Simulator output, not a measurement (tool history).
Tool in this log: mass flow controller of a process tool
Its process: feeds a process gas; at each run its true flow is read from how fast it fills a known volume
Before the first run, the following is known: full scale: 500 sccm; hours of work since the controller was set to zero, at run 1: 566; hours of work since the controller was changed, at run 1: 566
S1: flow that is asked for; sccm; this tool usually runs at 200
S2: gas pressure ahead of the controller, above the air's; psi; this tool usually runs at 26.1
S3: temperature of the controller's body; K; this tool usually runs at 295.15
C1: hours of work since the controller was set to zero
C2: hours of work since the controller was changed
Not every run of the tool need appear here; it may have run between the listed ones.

Run 1, hour 0.0: usual settings; C1 566; C2 566. Result: true flow (%) 99.14.
Run 2, hour 74.3: usual settings; C1 617; C2 617. Result: true flow (%) 99.00.
Run 3, hour 118.6: usual settings but S2 22.9 psi; C1 648; C2 648. Result: true flow (%) 99.03.
Run 4, hour 162.0: usual settings but S2 22.9 psi; C1 678; C2 678. Result: true flow (%) 99.08.
Run 5, hour 202.0: usual settings but S2 22.9 psi; C1 706; C2 706. Result: true flow (%) 99.00.
Run 6, hour 260.1: usual settings but S2 22.9 psi; C1 746; C2 746. Result: true flow (%) 99.17.
Run 7, hour 296.0: usual settings but S2 22.9 psi; C1 771; C2 771. Result: true flow (%) 99.06.
Run 8, hour 367.9: usual settings but S2 22.9 psi; C1 821; C2 821. Result: true flow (%) 99.06.
At hour 373.9: controller's zero set anew.
Run 9, hour 417.1: usual settings but S2 22.9 psi; C1 30; C2 855. Result: true flow (%) 99.39.
Run 10, hour 451.3: usual settings but S2 22.9 psi; C1 54; C2 879. Result: true flow (%) 99.27.
Run 11, hour 489.1: usual settings but S3 301.15 K; C1 80; C2 905. Result: true flow (%) 99.68.
Run 12, hour 523.8: usual settings but S1 138 sccm, S2 24.8 psi, S3 305.15 K; C1 104; C2 929. Result: true flow (%) 99.68.
Run 13, hour 581.8: usual settings but S1 138 sccm, S2 24.8 psi, S3 305.15 K; C1 144; C2 969. Result: true flow (%) 99.88.
Run 14, hour 657.3: usual settings but S1 305 sccm, S2 35.1 psi, S3 305.15 K; C1 197; C2 1022. Result: true flow (%) 100.05.
Run 15, hour 716.2: usual settings but S1 251 sccm, S2 25.8 psi, S3 294.15 K; C1 238; C2 1062. Result: true flow (%) 99.50.
Run 16, hour 774.5: usual settings but S3 308.15 K; C1 278; C2 1103. Result: true flow (%) 99.80.

Per-run results on a tool with no hidden state, each run keeping its own random variation:
Hidden conditions of the tool in this case: flow at rest that the sensor doesn't see, % of full scale; true flow over the shown one, %; drift of the gauge itself on true_pct, %.
run  true flow (%)
  1          98.89
  2          98.73
  3          98.75
  4          98.79
  5          98.70
  6          98.85
  7          98.74
  8          98.71
  9          98.88
 10          98.75
 11          99.14
 12          98.87
 13          99.05
 14          99.70
 15          99.05
 16          99.20
